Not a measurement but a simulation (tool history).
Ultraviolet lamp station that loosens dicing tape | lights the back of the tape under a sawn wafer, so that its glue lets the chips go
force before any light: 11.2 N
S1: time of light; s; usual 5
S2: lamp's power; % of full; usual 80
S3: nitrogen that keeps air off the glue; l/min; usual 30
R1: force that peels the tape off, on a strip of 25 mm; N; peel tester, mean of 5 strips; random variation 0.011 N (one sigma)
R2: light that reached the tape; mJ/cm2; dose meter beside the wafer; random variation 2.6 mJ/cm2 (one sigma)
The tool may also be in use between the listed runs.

run 1 hour=0.0 | S1=5 S2=80 S3=30 | R1=0.471 R2=350
run 2 hour=8.2 | S1=5 S2=80 S3=30 | R1=0.456 R2=345
run 3 hour=17.0 | S1=5 S2=80 S3=30 | R1=0.474 R2=347
run 4 hour=26.2 | S1=5 S2=80 S3=30 | R1=0.449 R2=339
run 5 hour=31.9 | S1=4 S2=80 S3=30 | R1=0.837 R2=278
run 6 hour=42.0 | S1=4 S2=80 S3=30 | R1=0.795 R2=271
run 7 hour=52.5 | S1=4 S2=80 S3=30 | R1=0.790 R2=276
run 8 hour=59.4 | S1=4 S2=80 S3=30 | R1=0.809 R2=280
run 9 hour=66.4 | S1=4 S2=80 S3=30 | R1=0.801 R2=277
run 10 hour=79.1 | S1=4 S2=80 S3=30 | R1=0.796 R2=277
run 11 hour=88.7 | S1=5 S2=80 S3=30 | R1=0.449 R2=342
run 12 hour=97.5 | S1=3 S2=80 S3=30 | R1=1.492 R2=208
run 13 hour=109.5 | S1=5 S2=80 S3=59 | R1=0.323 R2=344
run 14 hour=121.8 | S1=4 S2=80 S3=30 | R1=0.777 R2=276
run 15 hour=133.3 | S1=5 S2=80 S3=38 | R1=0.401 R2=348
run 16 hour=146.6 | S1=5 S2=80 S3=38 | R1=0.396 R2=346
run 17 hour=156.7 | S1=5 S2=80 S3=38 | R1=0.401 R2=345
run 18 hour=166.6 | S1=10 S2=79 S3=38 | R1=0.144 R2=677
run 19 hour=179.2 | S1=3 S2=79 S3=37 | R1=1.397 R2=205
run 20 hour=189.2 | S1=3 S2=79 S3=37 | R1=1.370 R2=204
run 21 hour=202.0 | S1=7 S2=79 S3=53 | R1=0.180 R2=477
run 22 hour=208.3 | S1=2 S2=80 S3=50 | R1=2.449 R2=141
run 23 hour=214.8 | S1=2 S2=80 S3=50 | R1=2.464 R2=137
run 24 hour=224.3 | S1=2 S2=80 S3=50 | R1=2.465 R2=140
run 25 hour=231.2 | S1=7 S2=77 S3=36 | R1=0.209 R2=467
run 26 hour=241.5 | S1=5 S2=92 S3=50 | R1=0.251 R2=398
run 27 hour=247.1 | S1=5 S2=92 S3=50 | R1=0.250 R2=399
run 28 hour=257.4 | S1=5 S2=77 S3=23 | R1=0.599 R2=336
run 29 hour=267.4 | S1=6 S2=80 S3=33 | R1=0.276 R2=417
run 30 hour=280.8 | S1=9 S2=80 S3=30 | R1=0.147 R2=625
run 31 hour=286.9 | S1=7 S2=80 S3=30 | R1=0.205 R2=484
run 32 hour=297.7 | S1=2 S2=90 S3=30 | R1=2.467 R2=153
run 33 hour=303.6 | S1=2 S2=90 S3=30 | R1=2.477 R2=156

Taken out of this log: 1 entry between the listed runs. Where each belongs, and how the hidden state differs across it:
Between runs 25 and 26: window cleaned of glue's vapour (hour 235.7)
  light that the window lets through, % of a clean one's: 99.9 -> 100
